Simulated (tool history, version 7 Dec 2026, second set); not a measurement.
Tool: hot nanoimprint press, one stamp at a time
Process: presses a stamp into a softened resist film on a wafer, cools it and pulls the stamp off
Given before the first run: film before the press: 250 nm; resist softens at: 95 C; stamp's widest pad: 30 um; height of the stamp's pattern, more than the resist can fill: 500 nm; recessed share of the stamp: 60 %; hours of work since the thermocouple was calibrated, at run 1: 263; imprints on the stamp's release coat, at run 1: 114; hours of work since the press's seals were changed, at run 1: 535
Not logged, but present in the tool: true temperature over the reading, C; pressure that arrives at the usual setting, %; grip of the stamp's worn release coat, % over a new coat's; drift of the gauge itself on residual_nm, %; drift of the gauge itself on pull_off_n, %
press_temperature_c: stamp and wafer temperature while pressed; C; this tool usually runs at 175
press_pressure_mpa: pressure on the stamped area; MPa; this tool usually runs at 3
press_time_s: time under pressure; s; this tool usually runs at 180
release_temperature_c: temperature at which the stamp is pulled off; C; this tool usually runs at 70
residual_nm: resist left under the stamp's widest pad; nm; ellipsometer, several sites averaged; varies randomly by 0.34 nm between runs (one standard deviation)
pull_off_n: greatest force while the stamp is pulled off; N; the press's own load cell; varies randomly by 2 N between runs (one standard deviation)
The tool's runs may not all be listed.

run    hour  press_temperature_c  press_pressure_mpa  press_time_s  release_temperature_c  hours of work since the thermocouple was calibrated  imprints on the stamp's release coat  hours of work since the press's seals were changed  residual_nm  pull_off_n
  1       0                  175                   3           180                     70                                                  263                                   114                                                 535         99.6         135
  2      39                  175                   3           180                     70                                                  287                                   246                                                 559         98.8         136
  3   107.9                  175                   3           161                     70                                                  329                                   478                                                 602        103.6         145
  4   147.9                  175                   3           180                     70                                                  354                                   613                                                 626         98.6         144
      170.9  -- stamp cleaned and given a new release coat
  5     233                  175                   3            93                     70                                                  403                                   209                                                 675        128.1         138
      290.5  -- press's hydraulic seals changed and the load cell set to zero
  6   324.6                  175                4.79            93                     70                                                  454                                   491                                                  21        103.2         142
      349.4  -- plate thermocouple calibrated
      386.8  -- stamp cleaned and given a new release coat
  7   404.9                  175                4.79            93                     70                                                   30                                    60                                                  65        102.2         132
  8   462.8                  175                4.79            93                     70                                                   66                                   256                                                 100        102.2         135
  9   499.9                  175                4.79            93                     70                                                   89                                   381                                                 123        102.2         137
 10   583.1                  175                4.79            93                     70                                                  140                                   661                                                 174        102.4         149
      594.6  -- stamp cleaned and given a new release coat
 11   633.8                  175                4.79            93                     70                                                  168                                   132                                                 202        101.2         137
 12   697.6                  175                   3            95                     70                                                  207                                   347                                                 241        121.3         136
 13   756.8                  175                   3           180                     70                                                  243                                   546                                                 278         93.8         146
      793.2  -- plate thermocouple calibrated, once more
      803.9  -- stamp cleaned and given a new release coat
 14   849.9                  175                   3           180                     70                                                   31                                   155                                                 329         99.5         135
 15   904.6                  175                   3           111                     70                                                   65                                   339                                                 363        120.8         141
 16   973.9                  164                3.88           129                     77                                                  107                                   573                                                 406        169.4         118
       1011  -- stamp cleaned and given a new release coat
 17  1042.7                  175                   3           259                     70                                                  146                                   106                                                 444         84.7         134
 18  1082.3                  175                   3           259                     70                                                  170                                   240                                                 469         84.8         139
 19  1157.7                  171                   3            98                     73                                                  217                                   494                                                 515          149         134
     1218.1  -- stamp cleaned and given a new release coat
 20  1221.6                  186                3.91           180                     68                                                  252                                    11                                                 551           50         138
 21  1286.3                  186                3.53           180                     68                                                  292                                   229                                                 590         52.1         145
 22  1324.4                  186                3.53           180                     68                                                  316                                   358                                                 614         51.7         148
 23  1373.5                  164                3.11           261                     59                                                  346                                   523                                                 644        143.3         191
       1424  -- stamp cleaned and given a new release coat
 24  1451.3                  164                2.01           186                     59                                                  390                                    92                                                 688        179.3         169
     1483.6  -- press's hydraulic seals changed and the load cell set to zero
 25  1535.2                  168                3.63           128                     61                                                  437                                   348                                                  32        141.4         175
     1590.4  -- plate thermocouple calibrated
 26  1592.5                  174                   3           180                     70                                                    1                                   531                                                  65        105.4         147
     1640.5  -- stamp cleaned and given a new release coat
 27  1647.5                  174                   3           180                     65                                                   31                                    23                                                  95        105.2         155
 28  1686.8                  169                 1.9           180                     70                                                   56                                   156                                                 119        156.2         136

Each row is a separate what-if for the run after 28, all from the same tool condition, not one after another. Results?
  A  1768.8                  187                   3           181                     65                                                  106                                   432                                                 170            ?           ?
  B  1768.8                  169                2.06           180                     70                                                  106                                   432                                                 170            ?           ?
  C  1768.8                  169                2.04           323                     70                                                  106                                   432                                                 170            ?           ?
  D  1768.8                  175                 1.9           247                     76                                                  106                                   432                                                 170            ?           ?

run  residual_nm  pull_off_n
  A         53.6         162
  B          152         147
  C        124.5         141
  D          106         122
Had the tool no hidden state, the same runs would have come out as:
run  residual_nm  pull_off_n
  A         53.8         149
  B        152.8         135
  C        125.3         130
  D        106.7         113

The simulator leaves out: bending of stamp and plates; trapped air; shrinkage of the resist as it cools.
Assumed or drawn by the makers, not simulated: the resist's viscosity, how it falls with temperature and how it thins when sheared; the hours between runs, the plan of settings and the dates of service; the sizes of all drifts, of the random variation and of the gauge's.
